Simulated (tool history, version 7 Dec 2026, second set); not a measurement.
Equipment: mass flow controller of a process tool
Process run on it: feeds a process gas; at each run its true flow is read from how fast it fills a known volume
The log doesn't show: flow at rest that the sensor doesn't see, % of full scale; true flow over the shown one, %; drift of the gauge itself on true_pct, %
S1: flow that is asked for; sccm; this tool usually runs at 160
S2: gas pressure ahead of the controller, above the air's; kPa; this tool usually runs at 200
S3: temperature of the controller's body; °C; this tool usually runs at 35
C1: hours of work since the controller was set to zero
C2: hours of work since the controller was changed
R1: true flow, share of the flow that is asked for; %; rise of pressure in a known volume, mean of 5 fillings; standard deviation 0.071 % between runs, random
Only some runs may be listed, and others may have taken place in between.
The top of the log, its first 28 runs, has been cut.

| run | hour | S1 | S2 | S3 | C1 | C2 | R1 |
|---|---|---|---|---|---|---|---|
| 29 | 7499.4 | 160 | 143 | 22 | 2084 | 7017 | 101.79 |
| 30 | 7666.7 | 63 | 234 | 40 | 2191 | 7124 | 103.48 |
| 31 | 7977.3 | 63 | 234 | 40 | 2390 | 7323 | 103.65 |
| 32 | 8358 | 63 | 234 | 40 | 2635 | 7567 | 103.84 |
| 33 | 8737.7 | 182 | 214 | 38 | 2878 | 7811 | 103.57 |
| 34 | 8984.7 | 182 | 214 | 38 | 3037 | 7969 | 103.77 |
| 35 | 9198.6 | 160 | 200 | 21 | 3174 | 8107 | 102.68 |
| 36 | 9446.6 | 75 | 196 | 35 | 3333 | 8266 | 104.01 |
| 37 | 9750.2 | 75 | 196 | 35 | 3528 | 8460 | 103.99 |
| 38 | 9919.8 | 75 | 196 | 35 | 3636 | 8569 | 104.14 |
| 39 | 10089.1 | 75 | 196 | 35 | 3745 | 8678 | 104.2 |
| 40 | 10327.8 | 168 | 256 | 31 | 3898 | 8831 | 104.12 |
| 41 | 10508 | 69 | 272 | 32 | 4014 | 8946 | 104.9 |
| 42 | 10876.8 | 92 | 207 | 24 | 4250 | 9183 | 103.88 |
| 43 | 11123.8 | 92 | 207 | 24 | 4409 | 9341 | 103.86 |
| 44 | 11371.7 | 75 | 183 | 35 | 4568 | 9500 | 104.94 |
| 45 | 11579.9 | 160 | 200 | 27 | 4701 | 9634 | 103.9 |
| 46 | 11937.7 | 46 | 272 | 21 | 4931 | 9863 | 106.69 |
| 47 | 12219.6 | 56 | 144 | 21 | 5112 | 10044 | 104.99 |

What if the next run were any one of these 4? Each begins from the tool's condition after run 47:
|  | 12405 | controller's zero set anew |
| A | 12462.3 | 56 | 144 | 23 | 37 | 10200 | ? |
|  | 12405 | controller's zero set anew |
| B | 12462.3 | 160 | 148 | 35 | 37 | 10200 | ? |
|  | 12405 | controller's zero set anew |
| C | 12462.3 | 167 | 177 | 21 | 37 | 10200 | ? |
|  | 12405 | controller's zero set anew |
| D | 12462.3 | 46 | 200 | 32 | 37 | 10200 | ? |

| run | R1 |
|---|---|
| A | 101.42 |
| B | 103.02 |
| C | 102.39 |
| D | 102.26 |
With no hidden state in the tool, these same runs would have given:
| run | R1 |
|---|---|
| A | 98.23 |
| B | 99.92 |
| C | 99.3 |
| D | 99.04 |

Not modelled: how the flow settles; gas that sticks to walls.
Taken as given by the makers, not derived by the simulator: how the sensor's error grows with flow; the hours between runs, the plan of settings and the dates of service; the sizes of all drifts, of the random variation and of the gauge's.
